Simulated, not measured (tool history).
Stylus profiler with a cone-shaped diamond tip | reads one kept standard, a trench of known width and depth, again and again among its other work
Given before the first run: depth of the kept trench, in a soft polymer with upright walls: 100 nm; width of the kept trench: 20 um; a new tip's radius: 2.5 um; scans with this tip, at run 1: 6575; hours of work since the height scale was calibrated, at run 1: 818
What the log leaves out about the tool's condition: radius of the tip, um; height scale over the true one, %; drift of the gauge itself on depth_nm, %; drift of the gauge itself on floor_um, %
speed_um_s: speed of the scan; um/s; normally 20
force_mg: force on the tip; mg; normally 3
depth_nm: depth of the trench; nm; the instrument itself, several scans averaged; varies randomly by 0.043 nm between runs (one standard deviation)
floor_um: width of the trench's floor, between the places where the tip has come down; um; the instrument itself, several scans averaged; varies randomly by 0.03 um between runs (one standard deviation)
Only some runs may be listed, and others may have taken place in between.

run,hour,speed_um_s,force_mg,scans with this tip,hours of work since the height scale was calibrated,depth_nm,floor_um
1,0,20,3,6575,818,100.26,18.38
2,55.1,20,2.59,6801,846,100.2,18.38
3,98.3,9,3,6978,868,100.22,18.37
4,141.8,9,3,7156,890,100.28,18.38
5,187.4,9,3,7343,913,100.28,18.42
6,246.8,20,8.22,7587,943,100.71,18.44
7,274.4,7,3,7700,957,100.22,18.43
8,330.2,21,3,7928,986,100.16,18.35
9,390.5,7,3,8175,1016,100.14,18.35
10,425.6,65,3,8319,1034,100.13,18.28
11,478.8,5,3,8537,1061,100.09,18.39
12,529.8,5,3,8746,1087,100.15,18.43
13,592.1,6,3,9001,1119,100.19,18.47
14,625.2,20,1.43,9137,1136,99.84,18.29
15,662.3,20,1.43,9289,1155,99.88,18.33
16,708.3,20,1.43,9477,1178,99.87,18.34
17,749.9,20,1.43,9648,1199,99.89,18.29
18,789.4,20,3,9810,1220,100.14,18.32
# hour 794.9: height scale calibrated on a step standard
19,844.6,20,3,10034,25,99.88,18.28
20,889.7,20,3,10218,48,99.79,18.28
21,930.7,7,3.46,10386,69,99.86,18.38
22,958.7,20,1.17,10501,83,99.5,18.29
23,986.1,15,2.22,10613,97,99.74,18.3
24,1031.8,15,2.22,10801,121,99.73,18.39
25,1057.9,15,2.22,10907,134,99.71,18.33
# hour 1065.6: height scale calibrated on a step standard, once more
26,1102.2,10,4.41,11087,19,100.73,18.31
27,1154.3,10,1.12,11300,45,100.3,18.27
28,1203.1,10,1.12,11500,70,100.34,18.29
29,1264.9,9,5.21,11753,102,100.91,18.25
30,1313.4,24,3.26,11952,126,100.63,18.26
31,1350.1,8,1.06,12102,145,100.27,18.34
32,1376.7,11,3,12212,158,100.62,18.29
33,1413.2,27,1.98,12361,177,100.45,18.24
34,1439.5,24,3.25,12468,190,100.63,18.26
35,1485.1,10,4.92,12656,214,100.83,18.28
36,1537.7,12,3.98,12871,240,100.73,18.29
37,1596.4,55,1.01,13111,270,100.27,18.03
38,1622.6,35,2.12,13219,284,100.41,18.21
39,1649,16,3.21,13327,297,100.68,18.3
40,1703.3,8,3.02,13549,325,100.52,18.35

Some steps in depth_nm between neighbouring runs. How much of each would the tool show without its hidden state too (settings, what came in, random variation), and how much is left for the hidden state, with any gauge scatter that isn't in both results?
Run 5 -> 6: speed_um_s 9 -> 20, force_mg 3 -> 8.22. depth_nm +0.43 nm: hidden state -0.02, all else +0.45.
Run 6 -> 7: speed_um_s 20 -> 7, force_mg 8.22 -> 3. depth_nm -0.49 nm: hidden state +0, all else -0.49.
Run 18 -> 19: height scale calibrated on a step standard. depth_nm -0.26 nm: hidden state -0.24, all else -0.02.
Run 25 -> 26: speed_um_s 15 -> 10, force_mg 2.22 -> 4.41, height scale calibrated on a step standard, once more. depth_nm +1.02 nm: hidden state +0.87, all else +0.15.
Run 28 -> 29: speed_um_s 10 -> 9, force_mg 1.12 -> 5.21. depth_nm +0.57 nm: hidden state -0.01, all else +0.58.
